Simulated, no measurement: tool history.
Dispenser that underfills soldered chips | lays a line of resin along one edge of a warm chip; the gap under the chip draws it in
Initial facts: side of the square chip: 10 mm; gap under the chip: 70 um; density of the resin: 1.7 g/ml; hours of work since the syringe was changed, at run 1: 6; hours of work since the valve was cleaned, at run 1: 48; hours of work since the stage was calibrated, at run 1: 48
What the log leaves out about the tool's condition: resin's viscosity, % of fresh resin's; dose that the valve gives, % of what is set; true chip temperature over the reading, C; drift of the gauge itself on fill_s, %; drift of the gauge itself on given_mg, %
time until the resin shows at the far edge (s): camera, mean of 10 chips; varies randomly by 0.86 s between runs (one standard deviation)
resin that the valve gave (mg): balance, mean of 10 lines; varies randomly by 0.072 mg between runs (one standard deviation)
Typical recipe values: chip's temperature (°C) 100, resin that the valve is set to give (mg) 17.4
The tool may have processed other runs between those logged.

run,hour,chip's temperature (°C),resin that the valve is set to give (mg),hours of work since the syringe was changed,hours of work since the valve was cleaned,hours of work since the stage was calibrated,time until the resin shows at the far edge (s),resin that the valve gave (mg)
1,0.0,100,17.4,6,48,48,118.9,16.85
2,3.4,100,17.4,9,51,51,142.1,16.84
# hour 6.9: new syringe of resin
3,7.8,100,22.3,1,54,54,81.6,21.63
4,11.8,100,22.3,4,57,57,97.9,21.41
5,16.5,100,21.1,7,61,61,123.2,20.14
6,19.3,100,21.1,9,63,63,142.6,20.25
# hour 22.1: new syringe of resin
7,24.9,100,21.1,2,67,67,89.3,20.30
8,29.6,100,17.4,6,70,70,113.6,16.49
9,32.5,100,15.3,8,73,73,137.8,14.64
# hour 37.1: new syringe of resin
10,37.2,100,15.3,0,76,76,83.3,14.36
11,41.7,100,15.3,4,80,80,106.5,14.47
12,45.1,100,15.3,6,82,82,123.3,14.46
13,48.9,112,17.4,9,85,85,100.8,16.36
14,51.3,112,17.4,11,87,87,111.7,16.38
# hour 52.0: new syringe of resin
15,56.7,112,17.4,4,91,91,69.5,16.15
16,60.8,102,17.4,7,94,94,117.9,16.32
17,64.1,100,17.4,9,96,96,142.1,16.25
# hour 67.2: new syringe of resin
18,68.9,100,15.2,1,100,100,90.9,14.17
19,71.4,92,17.4,3,102,102,127.9,16.14
20,74.5,107,19.7,6,104,104,92.0,18.24
21,78.6,114,18.9,9,107,107,89.0,17.59
# hour 82.3: new syringe of resin
22,83.8,108,19.6,1,111,111,66.2,18.09
23,87.6,94,18.5,4,114,114,121.9,16.95
24,92.5,94,18.5,8,118,118,154.9,16.97
# hour 97.4: new syringe of resin
25,98.3,108,15.6,1,122,122,67.1,14.28
26,101.8,97,16.5,3,124,124,109.6,15.05
27,104.2,90,17.4,5,126,126,153.4,15.94
# hour 105.7: dispensing valve cleaned and set on the balance
28,110.6,104,21.9,9,4,130,123.2,22.03
# hour 113.5: new syringe of resin
29,116.3,101,17.4,2,8,135,85.2,17.36
30,121.3,115,16.5,6,12,138,74.1,16.47
31,125.7,114,17.2,9,15,142,94.0,17.05
# hour 128.5: new syringe of resin
32,129.2,100,20.3,1,17,144,78.0,20.02
33,133.7,99,15.8,4,21,148,105.7,15.57
34,136.6,98,16.7,6,23,150,121.7,16.41
35,140.7,103,21.1,9,26,153,127.8,20.76
# hour 143.7: new syringe of resin
36,146.1,91,18.9,2,30,157,115.3,18.51

Consider 4 possible next runs. They are alternatives, not a sequence: every one starts from the tool as it was left by run 36. What does each give?
A,149.3,108,19.4,4,33,159,?,?
B,149.3,94,18.9,4,33,159,?,?
C,149.3,94,18.9,4,33,159,?,?
D,149.3,98,18.5,4,33,159,?,?

run,time until the resin shows at the far edge (s),resin that the valve gave (mg)
A,80.0,18.93
B,122.6,18.55
C,123.0,18.36
D,109.6,18.16
Had the tool no hidden state, the same runs would have come out as:
run,time until the resin shows at the far edge (s),resin that the valve gave (mg)
A,62.3,19.33
B,95.9,18.95
C,96.0,18.76
D,85.7,18.55

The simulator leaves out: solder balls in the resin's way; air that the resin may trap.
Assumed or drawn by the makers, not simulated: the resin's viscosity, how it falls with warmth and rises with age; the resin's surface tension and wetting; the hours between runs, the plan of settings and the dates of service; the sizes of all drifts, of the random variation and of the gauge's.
